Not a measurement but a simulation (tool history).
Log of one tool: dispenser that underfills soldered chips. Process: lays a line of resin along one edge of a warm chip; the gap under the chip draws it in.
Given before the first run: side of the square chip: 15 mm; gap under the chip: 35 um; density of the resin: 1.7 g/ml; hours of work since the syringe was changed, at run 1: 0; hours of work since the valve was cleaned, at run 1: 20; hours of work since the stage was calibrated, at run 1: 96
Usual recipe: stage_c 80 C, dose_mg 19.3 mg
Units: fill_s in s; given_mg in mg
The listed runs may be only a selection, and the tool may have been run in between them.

run	hour	stage_c	dose_mg	hours of work since the syringe was changed	hours of work since the valve was cleaned	hours of work since the stage was calibrated	fill_s	given_mg
1	0	80	19.3	0	20	96	276	19.09
2	4.8	80	19.3	4	24	99	324	18.88
3	7.9	80	21.8	6	27	102	353.7	21.56
4	12.7	80	21.8	10	30	105	419.5	21.47
# hour 14.9: new syringe of resin
5	18.7	80	19.3	3	35	110	305.4	18.84
6	23	80	20.3	6	38	113	362.7	19.85
7	25.5	80	20.3	8	40	115	386.8	19.89
# hour 30: new syringe of resin
8	31	80	19.3	1	44	119	279.4	18.7
9	35.4	80	19.3	4	48	123	325.3	18.74
10	40.2	80	19.3	8	51	126	384.5	18.63
11	42.7	80	22.1	10	53	128	406.1	21.37
# hour 45.5: new syringe of resin
12	46.4	80	22.1	1	56	131	277.5	21.25
13	49.1	72	22.1	3	58	133	385.6	21.19
14	52.2	72	22.1	5	60	135	421.2	21.06
15	56.2	76	20.4	8	63	139	434.7	19.67
# hour 60.6: new syringe of resin
16	61.9	93	19.3	1	68	143	204.2	18.4
17	65.5	71	19.3	4	71	146	424.3	18.3
18	68.8	71	19.3	6	73	148	478.5	18.31
19	71.5	94	21.7	9	75	150	262.3	20.4
# hour 76.1: new syringe of resin
# hour 77.1: dispensing valve cleaned and set on the balance
20	77.5	80	23.4	0	0	154	265.5	23.35
21	80.6	93	19.8	3	3	156	213.4	19.83
22	86.1	93	19.8	7	7	161	255.9	19.72
23	90.4	89	19.6	10	10	164	329.6	19.48

3 ways to go on from here, each from the tool as it stands after run 23. What would each give?
# hour 92.3: new syringe of resin
A	93.9	79	17.4	1	13	167	?	?
# hour 92.3: new syringe of resin
B	93.9	89	22.2	1	13	167	?	?
# hour 92.3: new syringe of resin
C	93.9	83	17	1	13	167	?	?

run	fill_s	given_mg
A	304.8	17.26
B	218.1	21.84
C	275.2	16.86
Stripped of hidden state, with their random variation kept, the same runs would have yielded:
run	fill_s	given_mg
A	279.4	17.41
B	200.7	22.04
C	252.4	17.02
